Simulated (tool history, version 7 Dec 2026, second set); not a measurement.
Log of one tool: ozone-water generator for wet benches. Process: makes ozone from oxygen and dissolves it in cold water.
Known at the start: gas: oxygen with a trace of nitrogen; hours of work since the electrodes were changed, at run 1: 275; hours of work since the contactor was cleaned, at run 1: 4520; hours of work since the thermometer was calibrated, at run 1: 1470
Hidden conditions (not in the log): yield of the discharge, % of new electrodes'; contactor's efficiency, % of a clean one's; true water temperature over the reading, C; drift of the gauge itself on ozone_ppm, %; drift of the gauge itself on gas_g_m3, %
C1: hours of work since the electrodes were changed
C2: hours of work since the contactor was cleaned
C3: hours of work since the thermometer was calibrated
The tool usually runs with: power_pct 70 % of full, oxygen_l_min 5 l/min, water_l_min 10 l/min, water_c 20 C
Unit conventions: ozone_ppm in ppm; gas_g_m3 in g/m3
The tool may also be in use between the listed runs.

Run 1, hour 0: usual settings; C1 275; C2 4520; C3 1470. Result: ozone_ppm 19.9 ppm, gas_g_m3 145.6 g/m3.
Run 2, hour 27.7: usual settings; C1 293; C2 4538; C3 1488. Result: ozone_ppm 19.9 ppm, gas_g_m3 145.2 g/m3.
Run 3, hour 62.6: usual settings but oxygen_l_min 2.6 l/min; C1 317; C2 4561; C3 1511. Result: ozone_ppm 19.9 ppm, gas_g_m3 193.4 g/m3.
Run 4, hour 87.5: usual settings; C1 333; C2 4578; C3 1528. Result: ozone_ppm 19.9 ppm, gas_g_m3 146.8 g/m3.
Run 5, hour 128.1: usual settings; C1 360; C2 4605; C3 1555. Result: ozone_ppm 20.1 ppm, gas_g_m3 145.9 g/m3.
Run 6, hour 154.8: usual settings; C1 378; C2 4623; C3 1573. Result: ozone_ppm 19.9 ppm, gas_g_m3 146.4 g/m3.
Run 7, hour 198.7: usual settings but water_l_min 15 l/min, water_c 22 C; C1 408; C2 4652; C3 1602. Result: ozone_ppm 13.9 ppm, gas_g_m3 146.2 g/m3.
Run 8, hour 237.7: usual settings but water_l_min 15 l/min, water_c 22 C; C1 434; C2 4678; C3 1628. Result: ozone_ppm 14 ppm, gas_g_m3 144.8 g/m3.
Run 9, hour 267: usual settings but water_l_min 15 l/min, water_c 22 C; C1 453; C2 4698; C3 1648. Result: ozone_ppm 14.2 ppm, gas_g_m3 147.1 g/m3.
Run 10, hour 306.1: usual settings but power_pct 49 % of full, oxygen_l_min 6.07 l/min, water_l_min 15 l/min, water_c 22 C; C1 479; C2 4724; C3 1674. Result: ozone_ppm 11.2 ppm, gas_g_m3 106.8 g/m3.

Each row is a separate what-if for the run after 10, all from the same tool condition, not one after another. Results?
Run A, hour 334.5: usual settings but oxygen_l_min 3.59 l/min, water_l_min 11 l/min; C1 498; C2 4743; C3 1693. Result: ozone_ppm ?, gas_g_m3 ?.
Run B, hour 334.5: usual settings but power_pct 49 % of full, oxygen_l_min 4.77 l/min, water_l_min 7 l/min, water_c 22 C; C1 498; C2 4743; C3 1693. Result: ozone_ppm ?, gas_g_m3 ?.
Run C, hour 334.5: usual settings but power_pct 49 % of full, oxygen_l_min 8.66 l/min, water_c 22 C; C1 498; C2 4743; C3 1693. Result: ozone_ppm ?, gas_g_m3 ?.
Run D, hour 334.5: usual settings but power_pct 49 % of full, oxygen_l_min 6.07 l/min, water_c 24 C; C1 498; C2 4743; C3 1693. Result: ozone_ppm ?, gas_g_m3 ?.

run  ozone_ppm  gas_g_m3
  A       18.5     166.8
  B         19     117.5
  C       14.3      91.2
  D       14.5     107.1
Without the tool's hidden state the same runs would have given:
run  ozone_ppm  gas_g_m3
  A       18.5     166.8
  B         19     117.5
  C       14.3      91.2
  D       14.5     107.1
